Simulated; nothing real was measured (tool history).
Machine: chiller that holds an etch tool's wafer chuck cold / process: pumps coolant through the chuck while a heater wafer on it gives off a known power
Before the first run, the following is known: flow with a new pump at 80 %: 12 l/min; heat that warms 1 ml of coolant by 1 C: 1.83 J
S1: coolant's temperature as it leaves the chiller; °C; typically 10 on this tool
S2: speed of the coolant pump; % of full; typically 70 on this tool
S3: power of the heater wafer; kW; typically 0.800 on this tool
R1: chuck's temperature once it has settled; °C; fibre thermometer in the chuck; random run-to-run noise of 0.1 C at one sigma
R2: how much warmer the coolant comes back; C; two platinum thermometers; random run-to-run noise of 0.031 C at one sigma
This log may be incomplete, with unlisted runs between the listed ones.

run 1 hour=0.0 | S1=10 S2=70 S3=0.800 | R1=17.0 R2=2.54
run 2 hour=28.8 | S1=10 S2=70 S3=0.892 | R1=17.9 R2=2.81
run 3 hour=52.7 | S1=10 S2=65 S3=0.800 | R1=17.4 R2=2.72
run 4 hour=75.9 | S1=4 S2=65 S3=0.800 | R1=11.5 R2=2.77
run 5 hour=102.8 | S1=4 S2=65 S3=0.800 | R1=11.8 R2=2.76
run 6 hour=130.1 | S1=4 S2=65 S3=0.800 | R1=11.6 R2=2.73
run 7 hour=153.4 | S1=4 S2=65 S3=1.053 | R1=13.9 R2=3.64
run 8 hour=172.8 | S1=4 S2=65 S3=1.053 | R1=13.9 R2=3.64
run 9 hour=198.3 | S1=4 S2=65 S3=1.053 | R1=13.9 R2=3.67
run 10 hour=211.9 | S1=4 S2=65 S3=1.053 | R1=14.0 R2=3.63
run 11 hour=237.8 | S1=12 S2=70 S3=0.800 | R1=19.3 R2=2.59
run 12 hour=253.7 | S1=10 S2=73 S3=0.800 | R1=17.0 R2=2.45
-- hour=261.3 coolant pump overhauled
run 13 hour=286.3 | S1=7 S2=73 S3=0.800 | R1=14.1 R2=2.49
run 14 hour=315.0 | S1=7 S2=73 S3=0.800 | R1=14.2 R2=2.52
run 15 hour=331.0 | S1=10 S2=70 S3=0.800 | R1=17.1 R2=2.59
-- hour=352.7 coolant pump overhauled, once more
run 16 hour=358.1 | S1=13 S2=70 S3=0.800 | R1=20.0 R2=2.47
run 17 hour=377.4 | S1=13 S2=70 S3=0.800 | R1=20.1 R2=2.54
run 18 hour=394.6 | S1=10 S2=93 S3=0.603 | R1=14.3 R2=1.48
run 19 hour=423.0 | S1=10 S2=93 S3=0.603 | R1=14.5 R2=1.42
run 20 hour=438.4 | S1=8 S2=83 S3=1.055 | R1=16.2 R2=2.76
run 21 hour=452.7 | S1=8 S2=80 S3=1.055 | R1=16.4 R2=2.86
run 22 hour=477.9 | S1=10 S2=70 S3=0.637 | R1=15.6 R2=1.98
run 23 hour=491.3 | S1=10 S2=90 S3=0.604 | R1=14.6 R2=1.48
run 24 hour=503.9 | S1=20 S2=71 S3=0.527 | R1=24.8 R2=1.64
run 25 hour=519.5 | S1=3 S2=71 S3=0.699 | R1=9.1 R2=2.23
run 26 hour=533.5 | S1=10 S2=94 S3=0.800 | R1=15.8 R2=1.93
run 27 hour=554.5 | S1=10 S2=94 S3=0.800 | R1=15.8 R2=1.92
run 28 hour=575.6 | S1=10 S2=94 S3=0.800 | R1=15.8 R2=1.90
run 29 hour=592.8 | S1=10 S2=94 S3=0.800 | R1=15.7 R2=1.84
run 30 hour=615.6 | S1=2 S2=86 S3=0.465 | R1=5.7 R2=1.19
run 31 hour=635.2 | S1=2 S2=86 S3=0.465 | R1=5.8 R2=1.18

Alternative continuations, all from the tool just after run 31; predict every row:
run A hour=656.7 | S1=2 S2=86 S3=0.429 | R1=? R2=?
run B hour=656.7 | S1=2 S2=86 S3=0.686 | R1=? R2=?
run C hour=656.7 | S1=2 S2=86 S3=1.073 | R1=? R2=?

run=A R1=5.5 R2=1.11
run=B R1=7.4 R2=1.78
run=C R1=10.1 R2=2.70
With the hidden condition removed and each run's random variation left untouched, the same runs would have given:
run=A R1=4.8 R2=1.10
run=B R1=6.6 R2=1.77
run=C R1=9.1 R2=2.68

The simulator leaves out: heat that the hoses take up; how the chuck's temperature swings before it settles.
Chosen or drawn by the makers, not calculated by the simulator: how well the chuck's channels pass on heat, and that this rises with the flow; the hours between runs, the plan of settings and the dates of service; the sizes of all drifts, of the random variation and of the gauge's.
